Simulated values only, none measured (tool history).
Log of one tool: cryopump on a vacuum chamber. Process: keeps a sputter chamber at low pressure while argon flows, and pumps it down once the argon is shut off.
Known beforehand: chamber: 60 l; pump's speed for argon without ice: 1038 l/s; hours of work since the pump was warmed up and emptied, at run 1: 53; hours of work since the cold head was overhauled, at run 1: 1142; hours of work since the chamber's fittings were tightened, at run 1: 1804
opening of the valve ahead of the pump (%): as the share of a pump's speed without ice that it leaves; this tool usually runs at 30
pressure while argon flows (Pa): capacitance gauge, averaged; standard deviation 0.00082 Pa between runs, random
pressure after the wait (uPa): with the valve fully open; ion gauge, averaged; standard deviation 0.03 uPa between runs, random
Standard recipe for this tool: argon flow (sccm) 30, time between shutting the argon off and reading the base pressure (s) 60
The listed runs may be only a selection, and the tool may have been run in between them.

run,day,argon flow (sccm),time between shutting the argon off and reading the base pressure (s),opening of the valve ahead of the pump (%),hours of work since the pump was warmed up and emptied,hours of work since the cold head was overhauled,hours of work since the chamber's fittings were tightened,pressure while argon flows (Pa),pressure after the wait (uPa)
1,0.000,30,60,30,53,1142,1804,0.1649,3.60
2,4.338,30,60,29,134,1224,1885,0.1711,3.76
3,6.408,42,60,30,173,1262,1924,0.2346,3.85
4,10.538,30,60,16,251,1340,2002,0.3114,4.01
5,13.833,30,60,16,313,1402,2063,0.3132,4.15
6,16.950,30,60,16,371,1460,2122,0.3138,4.31
7,19.504,30,60,16,419,1508,2170,0.3133,4.42
8,23.271,30,60,30,490,1579,2241,0.1746,4.65
9,26.804,30,60,30,556,1646,2307,0.1734,4.80
10,30.975,30,60,30,635,1724,2385,0.1770,5.08
# day 31.712: leaking fittings of the chamber tightened, without venting
11,33.692,30,60,18,684,1773,37,0.2889,1.63
12,37.733,30,60,18,760,1849,113,0.2887,1.74
13,40.750,30,60,19,817,1906,170,0.2769,1.86
14,43.246,30,60,19,863,1953,217,0.2766,2.06
15,45.367,31,60,30,903,1993,256,0.1924,1.99
16,47.321,30,60,30,940,2029,293,0.1875,2.17
17,51.088,30,60,30,1011,2100,364,0.1899,2.29
# day 52.762: pump warmed up, emptied and cooled again
18,55.429,30,62,30,50,2178,442,0.1660,1.94
19,59.038,36,147,19,118,2245,509,0.3110,1.45
20,61.175,36,147,19,158,2286,550,0.3108,1.50
21,62.946,36,147,19,191,2319,583,0.3170,1.54
22,66.875,50,45,36,265,2393,657,0.2382,2.72
23,71.112,50,45,36,345,2472,736,0.2398,2.95
24,75.396,50,45,36,425,2553,817,0.2436,3.17
25,78.575,33,35,31,485,2612,876,0.1844,3.80
26,80.992,33,35,31,530,2658,922,0.1878,3.76
27,84.958,39,60,30,605,2732,996,0.2312,3.10
28,88.746,39,60,30,676,2803,1067,0.2329,3.38
29,91.979,26,22,30,737,2864,1128,0.1581,5.49
30,93.742,26,22,30,770,2897,1161,0.1578,5.61
31,95.825,49,60,42,809,2936,1200,0.2255,3.57
32,98.567,19,264,30,860,2988,1252,0.1181,2.75
33,101.392,19,264,30,913,3041,1305,0.1188,2.99
34,103.633,49,99,30,955,3083,1347,0.3072,3.49

Alternative continuations, all from the tool just after run 34; predict every row:
A,107.825,54,99,30,1034,3162,1426,?,?
B,107.825,15,60,38,1034,3162,1426,?,?
C,107.825,54,79,30,1034,3162,1426,?,?

run,pressure while argon flows (Pa),pressure after the wait (uPa)
A,0.3479,3.88
B,0.0799,4.22
C,0.3450,3.94
With no hidden state in the tool, these same runs would have given:
run,pressure while argon flows (Pa),pressure after the wait (uPa)
A,0.2949,1.02
B,0.0653,1.44
C,0.2924,1.16
